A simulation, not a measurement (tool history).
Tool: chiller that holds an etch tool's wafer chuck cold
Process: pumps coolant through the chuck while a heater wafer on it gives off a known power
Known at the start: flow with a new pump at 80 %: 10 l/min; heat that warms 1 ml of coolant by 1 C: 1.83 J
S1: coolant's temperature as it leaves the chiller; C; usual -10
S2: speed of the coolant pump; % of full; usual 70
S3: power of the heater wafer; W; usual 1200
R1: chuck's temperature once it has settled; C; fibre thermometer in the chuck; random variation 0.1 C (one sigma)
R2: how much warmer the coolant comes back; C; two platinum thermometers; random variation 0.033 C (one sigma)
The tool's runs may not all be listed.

run,hour,S1,S2,S3,R1,R2
1,0,-10,70,1200,7.4,4.52
2,25.9,-10,70,1200,7.3,4.51
3,68.9,-10,70,1200,7.3,4.45
4,107.7,-10,70,1200,7.5,4.5
5,144.2,-10,70,753,1.4,2.89
6,193.6,-10,70,753,1.1,2.88
7,224.1,-10,70,1161,6.9,4.41
8,251.7,-10,70,1161,7,4.37
9,300.9,-10,70,771,1.4,2.92
10,337,-10,70,793,1.8,3.04
11,373.5,-10,70,793,2,2.94
12,421.4,-10,70,793,2,3
13,443.8,-10,70,793,1.9,3.05
14,468.7,-10,70,793,1.9,3.03
15,505.7,-10,70,793,1.9,3.05
16,530.5,-9,70,1200,8.7,4.6
17,562.5,-1,86,1200,14.7,3.73
18,612.2,-1,86,1200,15.1,3.71
19,647.2,-20,70,1580,3.2,5.99
20,694.9,-20,70,1580,3.3,6.04
21,738,-10,70,1588,13.6,6.06
22,763,-12,85,617,-3.2,1.97
23,810.1,-1,77,1241,16.6,4.28

The next listed run, before its measurement:
24,844.3,-8,80,1241,?,?

R1: 9.3 C
R2: 4.16 C
Without the tool's hidden state the same run would have given R1 7.4 C, R2 4.07 C.

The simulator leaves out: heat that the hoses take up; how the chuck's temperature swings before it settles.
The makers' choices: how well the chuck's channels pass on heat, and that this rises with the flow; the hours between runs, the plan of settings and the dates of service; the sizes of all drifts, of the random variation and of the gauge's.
